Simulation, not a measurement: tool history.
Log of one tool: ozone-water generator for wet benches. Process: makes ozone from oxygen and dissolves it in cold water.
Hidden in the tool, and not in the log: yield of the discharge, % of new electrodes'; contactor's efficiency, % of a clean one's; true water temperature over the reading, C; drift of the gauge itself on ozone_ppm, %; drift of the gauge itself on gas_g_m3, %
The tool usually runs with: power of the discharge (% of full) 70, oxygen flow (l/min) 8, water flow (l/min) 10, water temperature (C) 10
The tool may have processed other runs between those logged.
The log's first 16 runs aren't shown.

run,day,power of the discharge (% of full),oxygen flow (l/min),water flow (l/min),water temperature (C),hours of work since the electrodes were changed,hours of work since the contactor was cleaned,hours of work since the thermometer was calibrated,dissolved ozone (ppm),ozone in the gas ahead of the water (g/m3)
17,63.362,70,8,10,10,1558,493,2163,46.9,196
18,65.671,98,13.57,10,9,1598,533,2203,54.4,192
19,69.258,90,4.41,10,14,1661,595,2266,55.7,321.4
20,72.304,70,7.08,10,10,1713,647,2318,47.5,209.1
21,75.033,41,10.93,12,10,1761,695,2366,26.9,113.6
22,80.267,56,5.85,11,13,1851,785,2456,37.2,197.1
23,83.942,44,8,10,10,1915,849,2520,33.5,138.6
24,86.838,96,8,10,6,1965,899,2570,63.8,245.5
25,90.842,96,8,10,6,2035,969,2640,64.6,248.7
26,96.054,98,5.14,7,15,2125,1059,2730,70.3,311
27,99.592,98,5.14,7,15,2186,1120,2791,70.3,311.9
28,102.929,80,9.57,16,15,2244,1178,2849,33.9,194.9
29,105.171,45,8,13,7,2283,1217,2888,31.1,140
30,108.867,45,8,13,7,2347,1281,2952,31,138.9
31,111,45,8,13,7,2384,1318,2989,30.7,141
# day 112.475: gauge calibrated
32,115.129,81,7.48,9,10,2456,1390,3060,56.4,230.5
33,118.317,81,7.48,13,10,2511,1445,3116,44.6,229.2

Below are 3 alternative next runs, each starting from the tool's condition after run 33. Predict each:
A,123.304,96,7.02,13,16,2597,1531,3202,?,?
B,123.304,70,10.75,10,6,2597,1531,3202,?,?
C,123.304,66,5.6,8,10,2597,1531,3202,?,?

run,dissolved ozone (ppm),ozone in the gas ahead of the water (g/m3)
A,46,270.4
B,48.6,170.8
C,53.6,230
Take away the tool's hidden state, keep each run's random variation, and the runs would have read:
run,dissolved ozone (ppm),ozone in the gas ahead of the water (g/m3)
A,46.1,271.6
B,48.7,171.5
C,53.6,230.9
